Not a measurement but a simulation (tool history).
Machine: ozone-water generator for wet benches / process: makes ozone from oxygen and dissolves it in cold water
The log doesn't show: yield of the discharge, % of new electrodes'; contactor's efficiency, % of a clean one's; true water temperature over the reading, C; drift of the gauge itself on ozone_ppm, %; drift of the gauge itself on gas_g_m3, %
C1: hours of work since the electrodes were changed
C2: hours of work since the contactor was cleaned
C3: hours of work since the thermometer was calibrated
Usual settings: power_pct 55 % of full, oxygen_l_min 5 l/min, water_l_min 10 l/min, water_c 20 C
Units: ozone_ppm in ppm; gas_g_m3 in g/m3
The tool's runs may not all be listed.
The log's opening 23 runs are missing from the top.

run 24 hour=1288 | power_pct=55 oxygen_l_min=2.63 water_l_min=15 water_c=16 | C1=2068 C2=6897 C3=174 | ozone_ppm=12.7 gas_g_m3=194.9
run 25 hour=1327.6 | power_pct=45 oxygen_l_min=3.96 water_l_min=10 water_c=20 | C1=2097 C2=6926 C3=203 | ozone_ppm=15.7 gas_g_m3=139
run 26 hour=1370.8 | power_pct=45 oxygen_l_min=3.96 water_l_min=15 water_c=22 | C1=2129 C2=6958 C3=235 | ozone_ppm=10.4 gas_g_m3=138.8
run 27 hour=1433 | power_pct=95 oxygen_l_min=2.93 water_l_min=8 water_c=15 | C1=2176 C2=7005 C3=282 | ozone_ppm=40.2 gas_g_m3=309
run 28 hour=1506.3 | power_pct=95 oxygen_l_min=2.93 water_l_min=8 water_c=15 | C1=2230 C2=7060 C3=336 | ozone_ppm=40.2 gas_g_m3=310.1
run 29 hour=1562.8 | power_pct=68 oxygen_l_min=5 water_l_min=10 water_c=14 | C1=2273 C2=7102 C3=379 | ozone_ppm=25.6 gas_g_m3=186.6
run 30 hour=1622.4 | power_pct=51 oxygen_l_min=5 water_l_min=8 water_c=14 | C1=2317 C2=7146 C3=423 | ozone_ppm=23.2 gas_g_m3=143.2
run 31 hour=1659.2 | power_pct=55 oxygen_l_min=7.89 water_l_min=7 water_c=20 | C1=2345 C2=7174 C3=451 | ozone_ppm=23 gas_g_m3=128.1
run 32 hour=1695.7 | power_pct=43 oxygen_l_min=5 water_l_min=12 water_c=20 | C1=2372 C2=7201 C3=478 | ozone_ppm=12.9 gas_g_m3=121.2
run 33 hour=1741.1 | power_pct=43 oxygen_l_min=5 water_l_min=11 water_c=27 | C1=2406 C2=7235 C3=512 | ozone_ppm=12.2 gas_g_m3=122
run 34 hour=1806 | power_pct=59 oxygen_l_min=8.33 water_l_min=9 water_c=20 | C1=2454 C2=7283 C3=560 | ozone_ppm=20.6 gas_g_m3=133.7

Here are 3 independent what-if runs from the current tool condition. What would each one return?
run A hour=1844.1 | power_pct=57 oxygen_l_min=5 water_l_min=6 water_c=20 | C1=2483 C2=7312 C3=589 | ozone_ppm=? gas_g_m3=?
run B hour=1844.1 | power_pct=55 oxygen_l_min=2.86 water_l_min=7 water_c=12 | C1=2483 C2=7312 C3=589 | ozone_ppm=? gas_g_m3=?
run C hour=1844.1 | power_pct=62 oxygen_l_min=5.81 water_l_min=10 water_c=15 | C1=2483 C2=7312 C3=589 | ozone_ppm=? gas_g_m3=?

run=A ozone_ppm=27.4 gas_g_m3=156.8
run=B ozone_ppm=28.2 gas_g_m3=187.6
run=C ozone_ppm=23.3 gas_g_m3=160.6
Without the tool's hidden state the same runs would have given:
run=A ozone_ppm=29 gas_g_m3=161.2
run=B ozone_ppm=29.8 gas_g_m3=192.6
run=C ozone_ppm=24.9 gas_g_m3=165.5
